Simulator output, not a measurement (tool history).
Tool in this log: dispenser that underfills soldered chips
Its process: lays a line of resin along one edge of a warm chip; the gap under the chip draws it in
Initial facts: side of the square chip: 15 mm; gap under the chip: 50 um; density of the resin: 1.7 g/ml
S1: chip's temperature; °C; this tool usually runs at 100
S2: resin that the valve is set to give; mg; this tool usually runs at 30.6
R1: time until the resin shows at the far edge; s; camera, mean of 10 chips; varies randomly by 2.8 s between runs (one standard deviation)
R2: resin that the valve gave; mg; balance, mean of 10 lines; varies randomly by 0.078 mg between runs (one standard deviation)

run   hour   S1    S2     R1     R2
  1      0  100  30.6  282.7  29.67
  2    5.6  100  30.6  333.4  29.43
  3   12.1  100  30.6  301.2  30.64
  4   20.1  100  30.6  289.6  30.52
  5   23.7  100  30.6  328.9  30.42
  6   27.6   90  30.6  401.6  30.54
  7   32.2   90  30.6  468.5  30.59
  8   37.3  100  30.6  284.3  30.37
  9   42.7  100  30.6  337.8  30.26
 10   46.5  100  30.6  283.5  30.17
 11   51.2  100  26.7  335.1  26.36
 12   55.9  100  30.6  278.5  30.03
 13     60  100  30.6  324.2  29.99
 14   66.3  100  30.6  287.9  29.95
 15   70.9  100  35.6  335.8   34.7
 16   78.8  100  35.6  321.2  34.63
 17   87.2  100  35.6  311.1  34.46
 18   94.7  100  35.6  289.2  35.43
 19  102.8  115  30.7  165.5  30.43
 20  107.2  104  28.5  277.8  28.15
 21  110.9  107  29.2  288.2  28.83
 22  117.7  100  32.7  326.6  32.16
 23  125.7  100  32.7  320.5  32.06
 24  129.6   90  34.7  534.8  33.98
 25  135.5   90  34.7  471.4  33.85
 26  139.2   99  34.7  379.7  33.61
 27    145   99  34.7  333.9  33.74
 28  150.3   99  34.7  307.7  33.75
 29  157.7   99  34.7  383.7  33.69
 30  163.5   99  34.7  340.1  33.48
 31  168.6   99  34.7  291.4  33.32
 32  175.7  114  35.6  208.6  35.58
 33  180.7  114  33.8  176.8  33.64
 34  184.9  103  34.5    306  34.34
 35  191.3  103  34.5    281  34.34

Missing from the log above: 23 entries noted between runs. For each, name the pair of listed runs it sits between and say how the tool's hidden condition differs from the listed run just before to the listed run just after:
In the gap between runs 2 and 3: dispensing valve cleaned and set on the balance (hour 7.3); new syringe of resin (hour 9.3)
  resin's viscosity, % of fresh resin's: 123.3 -> 110.4; dose that the valve gives, % of what is set: 96.62 -> 100.22; true chip temperature over the reading, C: 0.04 -> 0.02
  the result without the hidden state subtracted from the measured one, R1: +63.7 -> +28.1 s; R2: -1.04 -> +0.06 mg
In the gap between runs 3 and 4: new syringe of resin (hour 18.5)
  resin's viscosity, % of fresh resin's: 110.4 -> 106.6; dose that the valve gives, % of what is set: 100.22 -> 99.9; true chip temperature over the reading, C: 0.02 -> 0
  the result without the hidden state subtracted from the measured one, R1: +28.1 -> +18 s; R2: +0.06 -> -0.03 mg
In the gap between runs 5 and 6: new syringe of resin (hour 27.6)
  resin's viscosity, % of fresh resin's: 120.5 -> 100.6; dose that the valve gives, % of what is set: 99.74 -> 99.58; true chip temperature over the reading, C: -0.02 -> -0.03
  the result without the hidden state subtracted from the measured one, R1: +56.2 -> +3 s; R2: -0.08 -> -0.13 mg
In the gap between runs 7 and 8: new syringe of resin (hour 36.7)
  resin's viscosity, % of fresh resin's: 117.6 -> 103; dose that the valve gives, % of what is set: 99.39 -> 99.19; true chip temperature over the reading, C: -0.05 -> -0.06
  the result without the hidden state subtracted from the measured one, R1: +71.2 -> +9.1 s; R2: -0.19 -> -0.24 mg
In the gap between runs 9 and 10: new syringe of resin (hour 45.8)
  resin's viscosity, % of fresh resin's: 123.3 -> 101.5; dose that the valve gives, % of what is set: 98.97 -> 98.8; true chip temperature over the reading, C: -0.08 -> -0.09
  the result without the hidden state subtracted from the measured one, R1: +65 -> +5.5 s; R2: -0.32 -> -0.37 mg
In the gap between runs 11 and 12: new syringe of resin (hour 55.1)
  resin's viscosity, % of fresh resin's: 118.9 -> 103.1; dose that the valve gives, % of what is set: 98.61 -> 98.41; true chip temperature over the reading, C: -0.11 -> -0.12
  the result without the hidden state subtracted from the measured one, R1: +55.3 -> +10 s; R2: -0.37 -> -0.49 mg
In the gap between runs 13 and 14: new syringe of resin (hour 64.7)
  resin's viscosity, % of fresh resin's: 118.3 -> 104.6; dose that the valve gives, % of what is set: 98.24 -> 97.97; true chip temperature over the reading, C: -0.14 -> -0.16
  the result without the hidden state subtracted from the measured one, R1: +52.1 -> +15 s; R2: -0.54 -> -0.62 mg
In the gap between runs 15 and 16: new syringe of resin (hour 73.8)
  resin's viscosity, % of fresh resin's: 122.5 -> 119; dose that the valve gives, % of what is set: 97.75 -> 97.39; true chip temperature over the reading, C: -0.17 -> -0.19
  the result without the hidden state subtracted from the measured one, R1: +63.7 -> +53.6 s; R2: -0.8 -> -0.93 mg
In the gap between runs 16 and 17: new syringe of resin (hour 83)
  resin's viscosity, % of fresh resin's: 119 -> 115.3; dose that the valve gives, % of what is set: 97.39 -> 97.04; true chip temperature over the reading, C: -0.19 -> -0.22
  the result without the hidden state subtracted from the measured one, R1: +53.6 -> +43.9 s; R2: -0.93 -> -1.05 mg
In the gap between runs 17 and 18: dispensing valve cleaned and set on the balance (hour 90.4); new syringe of resin (hour 93.4)
  resin's viscosity, % of fresh resin's: 115.3 -> 106; dose that the valve gives, % of what is set: 97.04 -> 99.42; true chip temperature over the reading, C: -0.22 -> -0.24
  the result without the hidden state subtracted from the measured one, R1: +43.9 -> +18.9 s; R2: -1.05 -> -0.2 mg
In the gap between runs 18 and 19: new syringe of resin (hour 102.8)
  resin's viscosity, % of fresh resin's: 106 -> 100.4; dose that the valve gives, % of what is set: 99.42 -> 99.11; true chip temperature over the reading, C: -0.24 -> -0.26
  the result without the hidden state subtracted from the measured one, R1: +18.9 -> +2.2 s; R2: -0.2 -> -0.27 mg
In the gap between runs 21 and 22: new syringe of resin (hour 112.3)
  resin's viscosity, % of fresh resin's: 131.9 -> 119.4; dose that the valve gives, % of what is set: 98.76 -> 98.49; true chip temperature over the reading, C: -0.29 -> -0.31
  the result without the hidden state subtracted from the measured one, R1: +72.3 -> +56.4 s; R2: -0.36 -> -0.5 mg
In the gap between runs 22 and 23: new syringe of resin (hour 121.3)
  resin's viscosity, % of fresh resin's: 119.4 -> 117.4; dose that the valve gives, % of what is set: 98.49 -> 98.17; true chip temperature over the reading, C: -0.31 -> -0.34
  the result without the hidden state subtracted from the measured one, R1: +56.4 -> +51.4 s; R2: -0.5 -> -0.6 mg
In the gap between runs 24 and 25: new syringe of resin (hour 130.6)
  resin's viscosity, % of fresh resin's: 133.9 -> 117.2; dose that the valve gives, % of what is set: 98 -> 97.76; true chip temperature over the reading, C: -0.35 -> -0.37
  the result without the hidden state subtracted from the measured one, R1: +141.3 -> +75.4 s; R2: -0.69 -> -0.78 mg
In the gap between runs 26 and 27: new syringe of resin (hour 140)
  resin's viscosity, % of fresh resin's: 132.7 -> 117.2; dose that the valve gives, % of what is set: 97.59 -> 97.34; true chip temperature over the reading, C: -0.38 -> -0.4
  the result without the hidden state subtracted from the measured one, R1: +98 -> +53.7 s; R2: -0.83 -> -0.92 mg
In the gap between runs 27 and 28: new syringe of resin (hour 149.3)
  resin's viscosity, % of fresh resin's: 117.2 -> 104.1; dose that the valve gives, % of what is set: 97.34 -> 97.11; true chip temperature over the reading, C: -0.4 -> -0.42
  the result without the hidden state subtracted from the measured one, R1: +53.7 -> +17.3 s; R2: -0.92 -> -1 mg
In the gap between runs 29 and 30: new syringe of resin (hour 158.7)
  resin's viscosity, % of fresh resin's: 133.6 -> 119.6; dose that the valve gives, % of what is set: 96.8 -> 96.56; true chip temperature over the reading, C: -0.44 -> -0.46
  the result without the hidden state subtracted from the measured one, R1: +101.8 -> +61.3 s; R2: -1.12 -> -1.19 mg
In the gap between runs 30 and 31: new syringe of resin (hour 168.4)
  resin's viscosity, % of fresh resin's: 119.6 -> 100.7; dose that the valve gives, % of what is set: 96.56 -> 96.35; true chip temperature over the reading, C: -0.46 -> -0.48
  the result without the hidden state subtracted from the measured one, R1: +61.3 -> +7.7 s; R2: -1.19 -> -1.26 mg
In the gap between runs 31 and 32: dispensing valve cleaned and set on the balance (hour 173.6)
  resin's viscosity, % of fresh resin's: 100.7 -> 123.5; dose that the valve gives, % of what is set: 96.35 -> 99.94; true chip temperature over the reading, C: -0.48 -> -0.5
  the result without the hidden state subtracted from the measured one, R1: +7.7 -> +42.5 s; R2: -1.26 -> -0.03 mg
In the gap between runs 32 and 33: new syringe of resin (hour 178.5)
  resin's viscosity, % of fresh resin's: 123.5 -> 106.6; dose that the valve gives, % of what is set: 99.94 -> 99.71; true chip temperature over the reading, C: -0.5 -> -0.51
  the result without the hidden state subtracted from the measured one, R1: +42.5 -> +13.9 s; R2: -0.03 -> -0.1 mg
In the gap between runs 34 and 35: new syringe of resin (hour 187.5)
  resin's viscosity, % of fresh resin's: 122.7 -> 114.3; dose that the valve gives, % of what is set: 99.51 -> 99.26; true chip temperature over the reading, C: -0.53 -> -0.55
  the result without the hidden state subtracted from the measured one, R1: +61.4 -> +40.1 s; R2: -0.17 -> -0.25 mg
